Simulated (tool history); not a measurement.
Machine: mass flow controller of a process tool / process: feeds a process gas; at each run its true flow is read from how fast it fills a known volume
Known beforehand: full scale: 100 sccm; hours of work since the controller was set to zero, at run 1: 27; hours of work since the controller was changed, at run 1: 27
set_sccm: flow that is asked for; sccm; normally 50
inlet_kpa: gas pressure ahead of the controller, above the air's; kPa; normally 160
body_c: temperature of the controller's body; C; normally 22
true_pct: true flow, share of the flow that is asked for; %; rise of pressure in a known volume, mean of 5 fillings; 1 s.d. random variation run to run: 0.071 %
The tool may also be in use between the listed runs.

run    hour  set_sccm  inlet_kpa  body_c  hours of work since the controller was set to zero  hours of work since the controller was changed  true_pct
  1     0.0        50        160      22                                                  27                                              27     99.71
  2    72.3        50        160      30                                                  70                                              70     99.46
  3   138.7        50        160      30                                                 110                                             110     99.37
  4   181.4        50        160      23                                                 135                                             135     99.58
  5   220.2        50        160      23                                                 158                                             158     99.63
  6   296.8        51        160      22                                                 204                                             204     99.74
  7   354.1        51        160      22                                                 238                                             238     99.73
  8   418.4        51        160      22                                                 277                                             277     99.67
  9   477.3        51        160      22                                                 312                                             312     99.76
 10   534.2        51        160      22                                                 346                                             346     99.88
 11   616.4        51        160      22                                                 395                                             395     99.85
 12   663.5        51        160      22                                                 423                                             423     99.72
 13   737.3        50        160      21                                                 467                                             467     99.80
 14   792.2        26        160      22                                                 500                                             500     99.88
 15   837.1        50        160      22                                                 526                                             526    100.02
 16   879.6        50        160      22                                                 552                                             552     99.95
 17   936.9        50        160      22                                                 586                                             586     99.89
 18  1008.5        50        160      22                                                 629                                             629     99.87
 19  1052.6        50        160      22                                                 655                                             655     99.87
 20  1142.3        50        160      22                                                 709                                             709     99.97
 21  1218.1        50        160      22                                                 754                                             754    100.01
 22  1275.3        50        160      28                                                 788                                             788     99.86
 23  1311.6        50        160      21                                                 810                                             810    100.17
 24  1387.1        50        261      22                                                 855                                             855    100.77
 25  1424.5        50        261      22                                                 877                                             877    100.64
     1430.6  -- controller's zero set anew
 26  1495.4        91        188      28                                                  39                                             919    100.15
 27  1584.3        12        160      22                                                  92                                             972    101.48
 28  1666.7        13        210      25                                                 141                                            1021    101.60
 29  1740.8        13        210      25                                                 185                                            1066    101.65
 30  1801.8        13        210      25                                                 222                                            1102    101.70
 31  1855.5        14        239      36                                                 254                                            1134    101.50
     1916.2  -- controller's zero set anew, once more
 32  1940.3        17        202      32                                                  14                                            1184     99.84
 33  1991.7        72        203      32                                                  45                                            1215    100.01
 34  2072.9        72        203      40                                                  94                                            1263     99.82
 35  2162.7        72        203      40                                                 147                                            1317     99.75
 36  2222.8        72        178      34                                                 183                                            1353     99.85
 37  2304.4        17        178      34                                                 232                                            1402     99.88
 38  2354.0        17        178      34                                                 261                                            1431     99.86
 39  2418.5        17        258      21                                                 300                                            1470    100.90
 40  2494.7        17        258      25                                                 345                                            1515    100.78
 41  2564.5        17        258      25                                                 387                                            1557    100.74
 42  2609.1        38        159      39                                                 414                                            1583     99.52
 43  2652.8        38        159      39                                                 440                                            1610     99.65
 44  2705.7        68        264      31                                                 471                                            1641    100.56
 45  2743.9        35        227      30                                                 494                                            1664    100.38
 46  2831.5        35        227      30                                                 546                                            1716    100.48
 47  2876.7        35        227      30                                                 573                                            1743    100.41

Here are 5 independent what-if runs from the current tool condition. What would each one return?
  A  2946.6        14        160      33                                                 615                                            1785         ?
  B  2946.6        52        160      22                                                 615                                            1785         ?
  C  2946.6        50        160      33                                                 615                                            1785         ?
  D  2946.6        35        144      30                                                 615                                            1785         ?
  E  2946.6        15        268      30                                                 615                                            1785         ?

run  true_pct
  A    100.49
  B    100.16
  C     99.78
  D     99.96
  E    101.17
Without the tool's unlogged condition, the same runs would have read:
run  true_pct
  A     99.22
  B     99.56
  C     99.17
  D     99.24
  E     99.96
